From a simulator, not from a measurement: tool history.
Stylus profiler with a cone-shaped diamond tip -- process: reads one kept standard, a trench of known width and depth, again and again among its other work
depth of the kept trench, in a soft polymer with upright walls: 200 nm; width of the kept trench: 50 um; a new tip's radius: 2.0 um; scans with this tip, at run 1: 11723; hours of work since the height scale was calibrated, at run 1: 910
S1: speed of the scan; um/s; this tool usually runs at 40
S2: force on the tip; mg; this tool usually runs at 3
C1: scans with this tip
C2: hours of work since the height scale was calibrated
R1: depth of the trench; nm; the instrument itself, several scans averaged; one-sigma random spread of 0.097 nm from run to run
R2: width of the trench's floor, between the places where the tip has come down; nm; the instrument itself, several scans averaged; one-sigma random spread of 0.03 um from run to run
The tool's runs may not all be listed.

run 1 hour=0 | S1=40 S2=3 | C1=11723 C2=910 | R1=201 R2=47600
run 2 hour=31.8 | S1=40 S2=3 | C1=12009 C2=932 | R1=201.24 R2=47500
run 3 hour=98.8 | S1=40 S2=6.68 | C1=12609 C2=978 | R1=202.25 R2=47600
run 4 hour=147.2 | S1=40 S2=6.68 | C1=13043 C2=1012 | R1=202.24 R2=47580
run 5 hour=208.1 | S1=40 S2=3 | C1=13589 C2=1054 | R1=200.88 R2=47490
run 6 hour=252.5 | S1=40 S2=3 | C1=13987 C2=1085 | R1=200.67 R2=47500
run 7 hour=308.5 | S1=40 S2=3 | C1=14490 C2=1124 | R1=200.83 R2=47460
run 8 hour=346.5 | S1=40 S2=3 | C1=14830 C2=1151 | R1=200.94 R2=47520
run 9 hour=392.5 | S1=40 S2=1.76 | C1=15242 C2=1183 | R1=200.26 R2=47300
run 10 hour=440.2 | S1=40 S2=1.76 | C1=15670 C2=1216 | R1=200.23 R2=47370
run 11 hour=504.3 | S1=40 S2=1.31 | C1=16245 C2=1260 | R1=200.02 R2=47360
run 12 hour=579.1 | S1=40 S2=7.32 | C1=16915 C2=1312 | R1=202.14 R2=47470
run 13 hour=621.6 | S1=96 S2=7.32 | C1=17296 C2=1342 | R1=202.16 R2=47270
run 14 hour=684.9 | S1=40 S2=3 | C1=17864 C2=1386 | R1=200.79 R2=47350
run 15 hour=750.6 | S1=16 S2=3 | C1=18453 C2=1432 | R1=200.75 R2=47460
run 16 hour=825.3 | S1=16 S2=3 | C1=19124 C2=1484 | R1=200.63 R2=47500
run 17 hour=865.7 | S1=16 S2=3 | C1=19485 C2=1512 | R1=200.59 R2=47450
run 18 hour=919.1 | S1=40 S2=3 | C1=19965 C2=1549 | R1=200.68 R2=47300
run 19 hour=962.7 | S1=40 S2=3 | C1=20355 C2=1579 | R1=200.7 R2=47280
-- hour=971.9 new tip fitted, height scale calibrated
run 20 hour=1015.3 | S1=40 S2=3 | C1=390 C2=30 | R1=201.78 R2=48050
run 21 hour=1063.7 | S1=40 S2=3 | C1=824 C2=64 | R1=201.65 R2=47990
run 22 hour=1120.6 | S1=40 S2=3 | C1=1334 C2=103 | R1=201.59 R2=47990
run 23 hour=1174.2 | S1=40 S2=1.68 | C1=1815 C2=141 | R1=201.14 R2=47900
run 24 hour=1236.1 | S1=16 S2=1.2 | C1=2370 C2=184 | R1=200.89 R2=48040
run 25 hour=1305.2 | S1=16 S2=1.2 | C1=2989 C2=232 | R1=200.86 R2=47970
run 26 hour=1371.2 | S1=17 S2=1.96 | C1=3581 C2=278 | R1=201.07 R2=48000
run 27 hour=1414 | S1=17 S2=1.96 | C1=3965 C2=308 | R1=201.03 R2=47920
run 28 hour=1469.5 | S1=47 S2=5.41 | C1=4463 C2=346 | R1=202.21 R2=47880
run 29 hour=1504.1 | S1=47 S2=5.41 | C1=4773 C2=370 | R1=202.26 R2=47880
run 30 hour=1535.9 | S1=84 S2=5.48 | C1=5058 C2=392 | R1=202.39 R2=47760
run 31 hour=1570.9 | S1=24 S2=1.67 | C1=5372 C2=417 | R1=200.75 R2=47890
run 32 hour=1646.1 | S1=12 S2=1.37 | C1=6046 C2=469 | R1=200.71 R2=47930
run 33 hour=1678.6 | S1=12 S2=1.37 | C1=6338 C2=492 | R1=200.66 R2=47950
run 34 hour=1752.1 | S1=27 S2=1.23 | C1=6997 C2=543 | R1=200.39 R2=47770
run 35 hour=1824.2 | S1=39 S2=6.51 | C1=7644 C2=593 | R1=202.45 R2=47840
run 36 hour=1873.9 | S1=39 S2=6.51 | C1=8089 C2=628 | R1=202.35 R2=47760
run 37 hour=1919.6 | S1=23 S2=7.19 | C1=8499 C2=659 | R1=202.75 R2=47860
run 38 hour=1958 | S1=140 S2=1.68 | C1=8843 C2=686 | R1=200.68 R2=46950
run 39 hour=2018.6 | S1=17 S2=2.13 | C1=9387 C2=728 | R1=200.97 R2=47780
run 40 hour=2073.9 | S1=46 S2=5.38 | C1=9882 C2=767 | R1=202.04 R2=47660
run 41 hour=2110.1 | S1=43 S2=2.55 | C1=10207 C2=792 | R1=200.89 R2=47650
run 42 hour=2189.4 | S1=40 S2=2.65 | C1=10918 C2=847 | R1=200.88 R2=47570
run 43 hour=2260.2 | S1=40 S2=2.65 | C1=11553 C2=896 | R1=200.92 R2=47570
run 44 hour=2336.9 | S1=11 S2=3 | C1=12240 C2=950 | R1=201.09 R2=47720
run 45 hour=2380 | S1=11 S2=8.75 | C1=12627 C2=980 | R1=202.65 R2=47740
run 46 hour=2445.5 | S1=11 S2=1.09 | C1=13215 C2=1025 | R1=200.06 R2=47700

Each row is a separate what-if for the run after 46, all from the same tool condition, not one after another. Results?
run A hour=2491.2 | S1=11 S2=4.07 | C1=13624 C2=1057 | R1=? R2=?
run B hour=2491.2 | S1=13 S2=1.76 | C1=13624 C2=1057 | R1=? R2=?
run C hour=2491.2 | S1=24 S2=8.63 | C1=13624 C2=1057 | R1=? R2=?

run=A R1=201.35 R2=47660
run=B R1=200.35 R2=47600
run=C R1=202.92 R2=47670
Take away the tool's hidden state, keep each run's random variation, and the runs would have read:
run=A R1=202.12 R2=48180
run=B R1=201.12 R2=48120
run=C R1=203.69 R2=48180

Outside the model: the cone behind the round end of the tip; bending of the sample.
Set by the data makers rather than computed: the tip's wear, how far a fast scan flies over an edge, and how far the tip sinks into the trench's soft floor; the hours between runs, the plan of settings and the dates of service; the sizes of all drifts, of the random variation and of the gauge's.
